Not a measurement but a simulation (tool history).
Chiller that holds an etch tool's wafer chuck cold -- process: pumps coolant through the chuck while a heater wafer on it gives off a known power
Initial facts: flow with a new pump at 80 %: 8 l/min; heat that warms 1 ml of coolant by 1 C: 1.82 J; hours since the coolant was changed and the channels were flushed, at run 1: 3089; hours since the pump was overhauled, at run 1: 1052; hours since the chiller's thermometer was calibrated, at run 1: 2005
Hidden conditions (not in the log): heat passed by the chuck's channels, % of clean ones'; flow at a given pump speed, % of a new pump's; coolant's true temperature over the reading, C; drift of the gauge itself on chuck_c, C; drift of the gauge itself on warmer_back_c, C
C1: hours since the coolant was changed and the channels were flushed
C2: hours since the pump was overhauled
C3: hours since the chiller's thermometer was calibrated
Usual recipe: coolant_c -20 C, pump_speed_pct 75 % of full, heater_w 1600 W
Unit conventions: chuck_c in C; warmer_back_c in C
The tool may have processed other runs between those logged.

run 1 hour=0.0 | coolant_c=-20 pump_speed_pct=75 heater_w=1600 | C1=3089 C2=1052 C3=2005 | chuck_c=-7.87 warmer_back_c=7.08
run 2 hour=19.8 | coolant_c=-20 pump_speed_pct=75 heater_w=1600 | C1=3109 C2=1071 C3=2025 | chuck_c=-7.93 warmer_back_c=7.12
run 3 hour=41.8 | coolant_c=-20 pump_speed_pct=75 heater_w=1600 | C1=3131 C2=1093 C3=2047 | chuck_c=-8.11 warmer_back_c=7.01
run 4 hour=63.8 | coolant_c=-20 pump_speed_pct=75 heater_w=1600 | C1=3152 C2=1115 C3=2069 | chuck_c=-7.91 warmer_back_c=7.05
run 5 hour=87.0 | coolant_c=-20 pump_speed_pct=75 heater_w=1600 | C1=3176 C2=1139 C3=2092 | chuck_c=-7.99 warmer_back_c=7.13
run 6 hour=113.5 | coolant_c=-20 pump_speed_pct=75 heater_w=964 | C1=3202 C2=1165 C3=2119 | chuck_c=-12.75 warmer_back_c=4.26
run 7 hour=147.6 | coolant_c=-20 pump_speed_pct=75 heater_w=1600 | C1=3236 C2=1199 C3=2153 | chuck_c=-7.84 warmer_back_c=7.05
run 8 hour=183.4 | coolant_c=-20 pump_speed_pct=75 heater_w=1600 | C1=3272 C2=1235 C3=2189 | chuck_c=-7.95 warmer_back_c=7.06
run 9 hour=215.2 | coolant_c=-20 pump_speed_pct=75 heater_w=1600 | C1=3304 C2=1267 C3=2221 | chuck_c=-7.87 warmer_back_c=7.07
run 10 hour=231.1 | coolant_c=-20 pump_speed_pct=75 heater_w=1600 | C1=3320 C2=1283 C3=2236 | chuck_c=-7.96 warmer_back_c=7.12
run 11 hour=250.2 | coolant_c=-12 pump_speed_pct=94 heater_w=822 | C1=3339 C2=1302 C3=2255 | chuck_c=-6.88 warmer_back_c=2.79
run 12 hour=278.0 | coolant_c=-12 pump_speed_pct=94 heater_w=921 | C1=3367 C2=1330 C3=2283 | chuck_c=-6.14 warmer_back_c=3.13
run 13 hour=307.1 | coolant_c=-12 pump_speed_pct=94 heater_w=921 | C1=3396 C2=1359 C3=2312 | chuck_c=-6.23 warmer_back_c=3.17

Alternative continuations, all from the tool just after run 13; predict every row:
run A hour=342.3 | coolant_c=-12 pump_speed_pct=94 heater_w=861 | C1=3431 C2=1394 C3=2348 | chuck_c=? warmer_back_c=?
run B hour=342.3 | coolant_c=-12 pump_speed_pct=81 heater_w=921 | C1=3431 C2=1394 C3=2348 | chuck_c=? warmer_back_c=?
run C hour=342.3 | coolant_c=-27 pump_speed_pct=94 heater_w=1030 | C1=3431 C2=1394 C3=2348 | chuck_c=? warmer_back_c=?
run D hour=342.3 | coolant_c=-29 pump_speed_pct=68 heater_w=2190 | C1=3431 C2=1394 C3=2348 | chuck_c=? warmer_back_c=?

run=A chuck_c=-6.65 warmer_back_c=2.97
run=B chuck_c=-5.37 warmer_back_c=3.77
run=C chuck_c=-20.58 warmer_back_c=3.55
run=D chuck_c=-11.10 warmer_back_c=10.82
With the hidden condition removed and each run's random variation left untouched, the same runs would have given:
run=A chuck_c=-6.65 warmer_back_c=2.97
run=B chuck_c=-5.38 warmer_back_c=3.76
run=C chuck_c=-20.59 warmer_back_c=3.55
run=D chuck_c=-11.12 warmer_back_c=10.82

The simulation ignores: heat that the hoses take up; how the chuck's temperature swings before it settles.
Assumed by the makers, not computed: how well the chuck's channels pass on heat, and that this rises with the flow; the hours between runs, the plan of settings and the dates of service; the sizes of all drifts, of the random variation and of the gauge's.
